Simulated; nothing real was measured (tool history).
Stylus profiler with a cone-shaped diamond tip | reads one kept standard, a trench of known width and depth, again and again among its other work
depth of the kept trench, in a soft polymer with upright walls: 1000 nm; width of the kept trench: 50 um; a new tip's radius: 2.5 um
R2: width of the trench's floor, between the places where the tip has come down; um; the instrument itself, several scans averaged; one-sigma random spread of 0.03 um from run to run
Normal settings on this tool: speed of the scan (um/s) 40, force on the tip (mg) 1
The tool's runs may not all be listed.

run 1 hour=0 | speed_of_the_scan_(um/s)=40 force_on_the_tip_(mg)=1 | depth_of_the_trench_(Å)=10081.6 R2=45.71
run 2 hour=8.9 | speed_of_the_scan_(um/s)=40 force_on_the_tip_(mg)=1.36 | depth_of_the_trench_(Å)=10104.2 R2=45.77
run 3 hour=18.7 | speed_of_the_scan_(um/s)=40 force_on_the_tip_(mg)=1.36 | depth_of_the_trench_(Å)=10101.9 R2=45.72
run 4 hour=30.2 | speed_of_the_scan_(um/s)=25 force_on_the_tip_(mg)=1 | depth_of_the_trench_(Å)=10081.2 R2=45.81
run 5 hour=40.9 | speed_of_the_scan_(um/s)=25 force_on_the_tip_(mg)=1 | depth_of_the_trench_(Å)=10081.9 R2=45.79
run 6 hour=49 | speed_of_the_scan_(um/s)=40 force_on_the_tip_(mg)=1.59 | depth_of_the_trench_(Å)=10116.7 R2=45.75
run 7 hour=57.1 | speed_of_the_scan_(um/s)=40 force_on_the_tip_(mg)=1.59 | depth_of_the_trench_(Å)=10112.4 R2=45.76
run 8 hour=66.7 | speed_of_the_scan_(um/s)=31 force_on_the_tip_(mg)=1 | depth_of_the_trench_(Å)=10080.6 R2=45.8
run 9 hour=81.2 | speed_of_the_scan_(um/s)=31 force_on_the_tip_(mg)=1 | depth_of_the_trench_(Å)=10084.7 R2=45.74
run 10 hour=88.9 | speed_of_the_scan_(um/s)=31 force_on_the_tip_(mg)=1 | depth_of_the_trench_(Å)=10084.7 R2=45.73
run 11 hour=98.3 | speed_of_the_scan_(um/s)=40 force_on_the_tip_(mg)=1 | depth_of_the_trench_(Å)=10083.3 R2=45.68
run 12 hour=108.3 | speed_of_the_scan_(um/s)=11 force_on_the_tip_(mg)=1.96 | depth_of_the_trench_(Å)=10129.8 R2=45.91
run 13 hour=120 | speed_of_the_scan_(um/s)=51 force_on_the_tip_(mg)=2.61 | depth_of_the_trench_(Å)=10156.3 R2=45.75
run 14 hour=134.6 | speed_of_the_scan_(um/s)=51 force_on_the_tip_(mg)=1.71 | depth_of_the_trench_(Å)=10118.5 R2=45.68
run 15 hour=143.7 | speed_of_the_scan_(um/s)=51 force_on_the_tip_(mg)=1.71 | depth_of_the_trench_(Å)=10119 R2=45.64
run 16 hour=157.8 | speed_of_the_scan_(um/s)=11 force_on_the_tip_(mg)=0.5 | depth_of_the_trench_(Å)=10055.2 R2=45.86
run 17 hour=172.2 | speed_of_the_scan_(um/s)=13 force_on_the_tip_(mg)=0.67 | depth_of_the_trench_(Å)=10064.5 R2=45.87
run 18 hour=186.9 | speed_of_the_scan_(um/s)=39 force_on_the_tip_(mg)=1.3 | depth_of_the_trench_(Å)=10105.3 R2=45.73
run 19 hour=202.4 | speed_of_the_scan_(um/s)=16 force_on_the_tip_(mg)=0.37 | depth_of_the_trench_(Å)=10043.1 R2=45.8
run 20 hour=217.7 | speed_of_the_scan_(um/s)=56 force_on_the_tip_(mg)=0.43 | depth_of_the_trench_(Å)=10050.1 R2=45.37
run 21 hour=224.7 | speed_of_the_scan_(um/s)=61 force_on_the_tip_(mg)=0.87 | depth_of_the_trench_(Å)=10077.8 R2=45.43

Forecast each of these 3 alternatives for the next run:
run A hour=238.8 | speed_of_the_scan_(um/s)=40 force_on_the_tip_(mg)=0.62 | depth_of_the_trench_(Å)=? R2=?
run B hour=238.8 | speed_of_the_scan_(um/s)=33 force_on_the_tip_(mg)=1.04 | depth_of_the_trench_(Å)=? R2=?
run C hour=238.8 | speed_of_the_scan_(um/s)=30 force_on_the_tip_(mg)=0.86 | depth_of_the_trench_(Å)=? R2=?

run=A depth_of_the_trench_(Å)=10063.4 R2=45.58
run=B depth_of_the_trench_(Å)=10086.2 R2=45.7
run=C depth_of_the_trench_(Å)=10074.6 R2=45.77
With the hidden condition removed and each run's random variation left untouched, the same runs would have given:
run=A depth_of_the_trench_(Å)=10063.5 R2=45.59
run=B depth_of_the_trench_(Å)=10086.3 R2=45.71
run=C depth_of_the_trench_(Å)=10074.7 R2=45.77
